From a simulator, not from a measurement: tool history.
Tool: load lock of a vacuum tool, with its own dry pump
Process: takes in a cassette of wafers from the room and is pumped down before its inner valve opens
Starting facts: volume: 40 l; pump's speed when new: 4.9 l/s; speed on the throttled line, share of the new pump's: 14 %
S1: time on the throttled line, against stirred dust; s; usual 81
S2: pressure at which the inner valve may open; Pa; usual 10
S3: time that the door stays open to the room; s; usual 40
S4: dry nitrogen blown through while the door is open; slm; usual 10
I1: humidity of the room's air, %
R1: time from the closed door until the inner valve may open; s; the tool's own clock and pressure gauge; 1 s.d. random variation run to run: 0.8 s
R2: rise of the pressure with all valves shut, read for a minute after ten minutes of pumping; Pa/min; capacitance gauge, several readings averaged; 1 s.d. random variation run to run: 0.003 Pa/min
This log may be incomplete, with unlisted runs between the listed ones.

| run | hour | S1 | S2 | S3 | S4 | I1 | R1 | R2 |
|---|---|---|---|---|---|---|---|---|
| 1 | 0.0 | 81 | 10 | 40 | 10 | 45.9 | 148.9 | 0.497 |
| 2 | 97.6 | 81 | 10 | 40 | 10 | 47.2 | 147.5 | 0.515 |
| 3 | 148.8 | 81 | 10 | 40 | 10 | 43.1 | 147.9 | 0.500 |
| 4 | 230.7 | 81 | 10 | 66 | 10 | 46.0 | 148.2 | 0.519 |
| 5 | 295.8 | 81 | 10 | 40 | 10 | 45.1 | 149.2 | 0.514 |
| 6 | 345.1 | 81 | 10 | 40 | 10 | 45.9 | 147.5 | 0.514 |
| 7 | 432.2 | 81 | 10 | 40 | 8 | 46.0 | 147.9 | 0.524 |
| 8 | 522.3 | 44 | 10 | 40 | 10 | 45.1 | 116.6 | 0.530 |
| 9 | 582.1 | 44 | 12 | 40 | 10 | 42.0 | 116.0 | 0.510 |
| 10 | 629.4 | 154 | 10 | 40 | 10 | 44.0 | 210.5 | 0.531 |
| 11 | 687.9 | 139 | 10 | 40 | 10 | 46.8 | 199.2 | 0.536 |
| 12 | 767.1 | 139 | 10 | 40 | 10 | 45.1 | 197.9 | 0.539 |
| 13 | 836.7 | 54 | 10 | 40 | 10 | 42.6 | 125.8 | 0.539 |
| 14 | 896.3 | 160 | 12 | 40 | 28 | 44.5 | 215.5 | 0.530 |
| 15 | 947.5 | 160 | 12 | 40 | 28 | 46.2 | 216.1 | 0.543 |
| 16 | 995.9 | 64 | 9 | 172 | 14 | 41.9 | 135.1 | 0.564 |
| 17 | 1044.5 | 59 | 9 | 121 | 7 | 47.2 | 132.0 | 0.596 |
| 18 | 1144.6 | 45 | 11 | 181 | 37 | 44.3 | 117.3 | 0.555 |
| 19 | 1236.6 | 91 | 10 | 105 | 10 | 42.6 | 159.5 | 0.591 |
| 20 | 1339.6 | 91 | 10 | 105 | 10 | 45.1 | 158.5 | 0.586 |
| 21 | 1387.0 | 72 | 10 | 105 | 6 | 46.1 | 141.7 | 0.610 |
| 22 | 1435.1 | 148 | 8 | 50 | 37 | 43.7 | 208.4 | 0.560 |
| 23 | 1480.2 | 148 | 8 | 50 | 37 | 46.8 | 206.1 | 0.572 |
| 24 | 1551.3 | 81 | 10 | 155 | 10 | 44.9 | 149.3 | 0.619 |
| 25 | 1599.8 | 81 | 10 | 234 | 10 | 49.0 | 148.9 | 0.639 |
| 26 | 1672.1 | 135 | 10 | 58 | 8 | 46.7 | 195.6 | 0.609 |

Here are 4 independent what-if runs from the current tool condition. What would each one return?
| A | 1745.6 | 79 | 10 | 58 | 8 | 43.1 | ? | ? |
| B | 1745.6 | 81 | 10 | 40 | 33 | 44.6 | ? | ? |
| C | 1745.6 | 67 | 10 | 58 | 8 | 45.0 | ? | ? |
| D | 1745.6 | 135 | 10 | 48 | 8 | 45.6 | ? | ? |

| run | R1 | R2 |
|---|---|---|
| A | 147.1 | 0.612 |
| B | 149.2 | 0.574 |
| C | 138.4 | 0.610 |
| D | 195.8 | 0.608 |
With no hidden state in the tool, these same runs would have given:
| run | R1 | R2 |
|---|---|---|
| A | 143.3 | 0.050 |
| B | 145.4 | 0.020 |
| C | 134.6 | 0.045 |
| D | 192.4 | 0.044 |
